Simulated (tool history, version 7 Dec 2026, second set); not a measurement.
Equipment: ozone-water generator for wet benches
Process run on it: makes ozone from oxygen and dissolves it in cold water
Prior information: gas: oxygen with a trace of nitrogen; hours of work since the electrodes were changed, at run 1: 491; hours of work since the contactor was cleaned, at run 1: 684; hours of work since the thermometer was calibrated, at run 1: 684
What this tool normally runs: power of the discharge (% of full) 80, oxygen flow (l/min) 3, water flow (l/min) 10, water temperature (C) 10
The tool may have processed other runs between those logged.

run	day	power of the discharge (% of full)	oxygen flow (l/min)	water flow (l/min)	water temperature (C)	hours of work since the electrodes were changed	hours of work since the contactor was cleaned	hours of work since the thermometer was calibrated	dissolved ozone (ppm)	ozone in the gas ahead of the water (g/m3)
1	0	80	3	10	10	491	684	684	24.9	208.5
2	6.908	80	3	10	10	620	814	814	24.9	206.4
3	10.217	80	3	10	10	682	876	876	24.9	205.7
4	14.358	80	3	8	10	760	954	954	30.9	207.7
5	20.233	80	3	8	10	870	1064	1064	30.7	207.2
6	23.638	80	1.66	10	10	934	1128	1128	24.4	298.1
7	28.446	80	1.66	10	10	1025	1218	1218	24.4	298.2
8	32.546	80	3	10	10	1102	1295	1295	25.2	207.7
9	39.942	80	3	10	10	1240	1434	1434	24.8	205.7
10	47.238	80	3	10	10	1377	1571	1571	25	206.6
11	52.554	80	3	10	10	1477	1670	1670	24.9	207.8
12	60.046	80	3	10	10	1618	1811	1811	24.6	205.4
13	63.821	80	3	10	10	1688	1882	1882	25	208.6
14	69.388	80	3	10	10	1793	1986	1986	24.9	206.3
15	74.1	81	3	15	6	1881	2075	2075	17	208.9
16	78.95	95	2.99	13	11	1972	2166	2166	21.5	236.5

Estimate the outcome of run 17 from the log above:
17	84.683	95	2.69	7	11	2080	2273	2273	?	?

dissolved ozone (ppm): 39.1
ozone in the gas ahead of the water (g/m3): 249.9
If the tool had no hidden condition, the same run with the same run-to-run variation would have returned dissolved ozone (ppm) 39.2, ozone in the gas ahead of the water (g/m3) 250.4.
